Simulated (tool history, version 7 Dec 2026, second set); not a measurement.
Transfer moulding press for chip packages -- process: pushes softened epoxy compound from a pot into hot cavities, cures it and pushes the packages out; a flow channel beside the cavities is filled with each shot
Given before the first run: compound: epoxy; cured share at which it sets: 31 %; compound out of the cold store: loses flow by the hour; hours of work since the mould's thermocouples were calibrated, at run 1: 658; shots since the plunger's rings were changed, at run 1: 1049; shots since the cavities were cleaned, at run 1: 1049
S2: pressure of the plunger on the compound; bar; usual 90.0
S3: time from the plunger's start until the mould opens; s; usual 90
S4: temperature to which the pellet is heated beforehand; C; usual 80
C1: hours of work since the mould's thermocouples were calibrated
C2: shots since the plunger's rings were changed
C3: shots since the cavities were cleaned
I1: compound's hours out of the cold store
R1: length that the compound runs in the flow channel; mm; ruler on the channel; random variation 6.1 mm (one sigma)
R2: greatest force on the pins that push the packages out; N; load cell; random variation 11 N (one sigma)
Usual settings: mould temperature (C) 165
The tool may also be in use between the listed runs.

run 1 hour=0.0 | mould_temperature_(C)=165 S2=90.0 S3=90 S4=80 | C1=658 C2=1049 C3=1049 | I1=23.1 | R1=887 R2=1092
-- hour=7.5 cavities cleaned with cleaning compound and waxed
run 2 hour=48.9 | mould_temperature_(C)=163 S2=90.0 S3=90 S4=80 | C1=692 C2=1654 C3=528 | I1=8.7 | R1=969 R2=1210
-- hour=95.6 cavities cleaned with cleaning compound and waxed
run 3 hour=99.1 | mould_temperature_(C)=163 S2=90.0 S3=90 S4=80 | C1=726 C2=2275 C3=45 | I1=42.2 | R1=799 R2=603
run 4 hour=137.0 | mould_temperature_(C)=163 S2=90.0 S3=90 S4=80 | C1=753 C2=2760 C3=530 | I1=11.8 | R1=938 R2=1158
-- hour=163.7 plunger's sealing rings changed
run 5 hour=179.3 | mould_temperature_(C)=165 S2=90.0 S3=90 S4=78 | C1=781 C2=199 C3=1038 | I1=21.2 | R1=897 R2=1106
-- hour=185.2 cavities cleaned with cleaning compound and waxed
-- hour=245.1 mould's thermocouples calibrated
run 6 hour=250.3 | mould_temperature_(C)=165 S2=90.0 S3=90 S4=78 | C1=4 C2=1061 C3=806 | I1=9.4 | R1=959 R2=969
-- hour=276.2 cavities cleaned with cleaning compound and waxed
run 7 hour=314.6 | mould_temperature_(C)=165 S2=90.0 S3=90 S4=78 | C1=48 C2=1863 C3=491 | I1=24.4 | R1=877 R2=828
run 8 hour=356.6 | mould_temperature_(C)=165 S2=90.0 S3=130 S4=80 | C1=77 C2=2399 C3=1027 | I1=26.3 | R1=853 R2=735
-- hour=365.1 cavities cleaned with cleaning compound and waxed
-- hour=416.2 plunger's sealing rings changed
run 9 hour=416.8 | mould_temperature_(C)=165 S2=90.0 S3=130 S4=80 | C1=117 C2=7 C3=628 | I1=9.5 | R1=960 R2=675
-- hour=457.1 cavities cleaned with cleaning compound and waxed
run 10 hour=482.1 | mould_temperature_(C)=165 S2=90.0 S3=130 S4=80 | C1=162 C2=822 C3=320 | I1=35.9 | R1=829 R2=564
-- hour=541.6 cavities cleaned with cleaning compound and waxed
run 11 hour=541.6 | mould_temperature_(C)=165 S2=90.0 S3=90 S4=80 | C1=203 C2=1563 C3=0 | I1=20.7 | R1=887 R2=473
run 12 hour=598.3 | mould_temperature_(C)=165 S2=90.0 S3=90 S4=80 | C1=242 C2=2287 C3=724 | I1=16.5 | R1=899 R2=989
-- hour=627.3 cavities cleaned with cleaning compound and waxed
run 13 hour=647.7 | mould_temperature_(C)=165 S2=90.0 S3=90 S4=80 | C1=276 C2=2898 C3=261 | I1=13.9 | R1=899 R2=766
-- hour=666.6 plunger's sealing rings changed
run 14 hour=688.4 | mould_temperature_(C)=165 S2=90.0 S3=90 S4=86 | C1=303 C2=279 C3=749 | I1=27.0 | R1=866 R2=963
-- hour=715.8 cavities cleaned with cleaning compound and waxed
run 15 hour=724.4 | mould_temperature_(C)=165 S2=90.0 S3=90 S4=86 | C1=327 C2=720 C3=110 | I1=15.6 | R1=921 R2=603
run 16 hour=763.2 | mould_temperature_(C)=165 S2=90.0 S3=74 S4=74 | C1=355 C2=1215 C3=605 | I1=27.5 | R1=861 R2=1400
-- hour=803.3 cavities cleaned with cleaning compound and waxed
run 17 hour=838.3 | mould_temperature_(C)=163 S2=90.0 S3=123 S4=79 | C1=406 C2=2155 C3=447 | I1=24.3 | R1=870 R2=650
-- hour=890.4 cavities cleaned with cleaning compound and waxed
run 18 hour=902.1 | mould_temperature_(C)=161 S2=90.0 S3=90 S4=82 | C1=450 C2=2951 C3=150 | I1=25.9 | R1=871 R2=891
-- hour=916.1 plunger's sealing rings changed
run 19 hour=939.2 | mould_temperature_(C)=165 S2=90.0 S3=73 S4=80 | C1=474 C2=294 C3=591 | I1=20.2 | R1=917 R2=1506
-- hour=981.3 cavities cleaned with cleaning compound and waxed
run 20 hour=1017.0 | mould_temperature_(C)=165 S2=105.4 S3=82 S4=90 | C1=528 C2=1269 C3=457 | I1=23.9 | R1=950 R2=1041
-- hour=1070.5 cavities cleaned with cleaning compound and waxed
run 21 hour=1095.7 | mould_temperature_(C)=167 S2=78.1 S3=72 S4=90 | C1=582 C2=2255 C3=323 | I1=11.7 | R1=853 R2=1099
-- hour=1156.7 cavities cleaned with cleaning compound and waxed
run 22 hour=1157.4 | mould_temperature_(C)=158 S2=78.1 S3=72 S4=72 | C1=625 C2=3023 C3=9 | I1=11.6 | R1=907 R2=1523
-- hour=1163.7 plunger's sealing rings changed
run 23 hour=1210.4 | mould_temperature_(C)=168 S2=98.4 S3=83 S4=77 | C1=660 C2=596 C3=654 | I1=20.8 | R1=929 R2=920
-- hour=1245.3 cavities cleaned with cleaning compound and waxed
run 24 hour=1264.9 | mould_temperature_(C)=172 S2=98.4 S3=127 S4=76 | C1=697 C2=1273 C3=250 | I1=12.6 | R1=942 R2=508
run 25 hour=1323.8 | mould_temperature_(C)=172 S2=98.4 S3=127 S4=76 | C1=739 C2=2025 C3=1002 | I1=37.4 | R1=809 R2=740
-- hour=1333.1 cavities cleaned with cleaning compound and waxed
run 26 hour=1394.9 | mould_temperature_(C)=172 S2=98.4 S3=127 S4=76 | C1=788 C2=2914 C3=789 | I1=17.8 | R1=903 R2=674
-- hour=1413.2 plunger's sealing rings changed
-- hour=1420.2 cavities cleaned with cleaning compound and waxed
-- hour=1452.2 mould's thermocouples calibrated
run 27 hour=1467.9 | mould_temperature_(C)=162 S2=90.0 S3=72 S4=80 | C1=11 C2=654 C3=583 | I1=19.0 | R1=930 R2=1860

Forecast each of these 4 alternatives for the next run:
-- hour=1508.2 cavities cleaned with cleaning compound and waxed
run A hour=1529.8 | mould_temperature_(C)=170 S2=108.8 S3=97 S4=80 | C1=53 C2=1424 C3=275 | I1=46.3 | R1=? R2=?
-- hour=1508.2 cavities cleaned with cleaning compound and waxed
run B hour=1529.8 | mould_temperature_(C)=162 S2=90.0 S3=103 S4=82 | C1=53 C2=1424 C3=275 | I1=45.6 | R1=? R2=?
-- hour=1508.2 cavities cleaned with cleaning compound and waxed
run C hour=1529.8 | mould_temperature_(C)=162 S2=87.8 S3=72 S4=80 | C1=53 C2=1424 C3=275 | I1=34.1 | R1=? R2=?
-- hour=1508.2 cavities cleaned with cleaning compound and waxed
run D hour=1529.8 | mould_temperature_(C)=165 S2=94.2 S3=90 S4=82 | C1=53 C2=1424 C3=275 | I1=9.7 | R1=? R2=?

run=A R1=832 R2=545
run=B R1=792 R2=657
run=C R1=840 R2=1478
run=D R1=957 R2=753
Stripped of hidden state, with their random variation kept, the same runs would have yielded:
run=A R1=849 R2=365
run=B R1=809 R2=440
run=C R1=858 R2=996
run=D R1=977 R2=507
